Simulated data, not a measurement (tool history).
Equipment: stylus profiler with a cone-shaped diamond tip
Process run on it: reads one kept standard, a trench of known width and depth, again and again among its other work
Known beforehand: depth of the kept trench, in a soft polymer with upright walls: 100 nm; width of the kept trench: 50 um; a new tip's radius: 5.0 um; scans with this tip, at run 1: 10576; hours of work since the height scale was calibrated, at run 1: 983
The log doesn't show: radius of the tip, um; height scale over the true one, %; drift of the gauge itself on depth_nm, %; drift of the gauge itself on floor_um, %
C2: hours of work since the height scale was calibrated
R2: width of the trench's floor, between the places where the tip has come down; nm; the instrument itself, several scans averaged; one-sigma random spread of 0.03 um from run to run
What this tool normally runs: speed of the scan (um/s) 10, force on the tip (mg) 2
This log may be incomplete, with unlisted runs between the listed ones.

Run 1, hour 0: usual settings; scans with this tip 10576; C2 983. Result: depth of the trench (Å) 1019.3, R2 47480 nm.
Run 2, hour 80: usual settings but speed of the scan (um/s) 5; scans with this tip 11051; C2 1027. Result: depth of the trench (Å) 1017.3, R2 47420 nm.
Run 3, hour 144.4: usual settings but speed of the scan (um/s) 5; scans with this tip 11433; C2 1062. Result: depth of the trench (Å) 1018.5, R2 47460 nm.
Run 4, hour 238.5: usual settings but speed of the scan (um/s) 5; scans with this tip 11991; C2 1114. Result: depth of the trench (Å) 1018.7, R2 47450 nm.
Run 5, hour 339.3: usual settings; scans with this tip 12590; C2 1170. Result: depth of the trench (Å) 1020.3, R2 47260 nm.
Run 6, hour 420.2: usual settings but force on the tip (mg) 2.11; scans with this tip 13070; C2 1214. Result: depth of the trench (Å) 1019.8, R2 47310 nm.
Run 7, hour 502.1: usual settings; scans with this tip 13556; C2 1259. Result: depth of the trench (Å) 1018.3, R2 47330 nm.
Run 8, hour 588.8: usual settings; scans with this tip 14070; C2 1307. Result: depth of the trench (Å) 1020.8, R2 47270 nm.
Run 9, hour 635.8: usual settings but speed of the scan (um/s) 2; scans with this tip 14349; C2 1333. Result: depth of the trench (Å) 1020, R2 47330 nm.
Run 10, hour 722.8: usual settings but speed of the scan (um/s) 2; scans with this tip 14865; C2 1381. Result: depth of the trench (Å) 1019.9, R2 47320 nm.
Run 11, hour 818: usual settings but speed of the scan (um/s) 2; scans with this tip 15430; C2 1433. Result: depth of the trench (Å) 1020.5, R2 47260 nm.
Run 12, hour 864.4: usual settings but speed of the scan (um/s) 2; scans with this tip 15705; C2 1459. Result: depth of the trench (Å) 1021.5, R2 47200 nm.
Run 13, hour 914.4: usual settings but speed of the scan (um/s) 2; scans with this tip 16002; C2 1487. Result: depth of the trench (Å) 1019.5, R2 47250 nm.
Run 14, hour 1005.7: usual settings but speed of the scan (um/s) 2; scans with this tip 16543; C2 1537. Result: depth of the trench (Å) 1020.9, R2 47240 nm.
Run 15, hour 1078.2: usual settings but speed of the scan (um/s) 2; scans with this tip 16973; C2 1577. Result: depth of the trench (Å) 1019.7, R2 47240 nm.
Run 16, hour 1178.5: usual settings but speed of the scan (um/s) 3; scans with this tip 17569; C2 1632. Result: depth of the trench (Å) 1021.1, R2 47190 nm.
At hour 1187: height scale calibrated on a step standard.
Run 17, hour 1221.5: usual settings but force on the tip (mg) 1.29; scans with this tip 17821; C2 19. Result: depth of the trench (Å) 1020.9, R2 47130 nm.
Run 18, hour 1311.8: usual settings but force on the tip (mg) 1.29; scans with this tip 18357; C2 69. Result: depth of the trench (Å) 1020.5, R2 47080 nm.
Run 19, hour 1368.1: usual settings but force on the tip (mg) 1.8; scans with this tip 18691; C2 100. Result: depth of the trench (Å) 1023.8, R2 47130 nm.
Run 20, hour 1446: usual settings but speed of the scan (um/s) 3; scans with this tip 19153; C2 143. Result: depth of the trench (Å) 1025.3, R2 47130 nm.
At hour 1505.3: height scale calibrated on a step standard, once more.
Run 21, hour 1519.4: usual settings but speed of the scan (um/s) 3; scans with this tip 19585; C2 8. Result: depth of the trench (Å) 1013, R2 47130 nm.
Run 22, hour 1583.1: usual settings but speed of the scan (um/s) 3; scans with this tip 19963; C2 43. Result: depth of the trench (Å) 1015.4, R2 47110 nm.
Run 23, hour 1637.3: usual settings but speed of the scan (um/s) 3; scans with this tip 20285; C2 73. Result: depth of the trench (Å) 1013.8, R2 47110 nm.
Run 24, hour 1691.2: usual settings but speed of the scan (um/s) 3; scans with this tip 20605; C2 103. Result: depth of the trench (Å) 1013.6, R2 47090 nm.
Run 25, hour 1735.6: usual settings but speed of the scan (um/s) 5, force on the tip (mg) 3.35; scans with this tip 20868; C2 127. Result: depth of the trench (Å) 1021.6, R2 47060 nm.

Run 26 comes next. What will it give?
Run 26, hour 1815.9: usual settings but speed of the scan (um/s) 4, force on the tip (mg) 4.98; scans with this tip 21344; C2 171. Result: depth of the trench (Å) ?, R2 ?.

{"run 26": {"depth of the trench (Å)": 1027.1, "R2": 47070}}
Had the tool carried no hidden state, the very same run would have given depth of the trench (Å) 1026.6, R2 48010 nm.

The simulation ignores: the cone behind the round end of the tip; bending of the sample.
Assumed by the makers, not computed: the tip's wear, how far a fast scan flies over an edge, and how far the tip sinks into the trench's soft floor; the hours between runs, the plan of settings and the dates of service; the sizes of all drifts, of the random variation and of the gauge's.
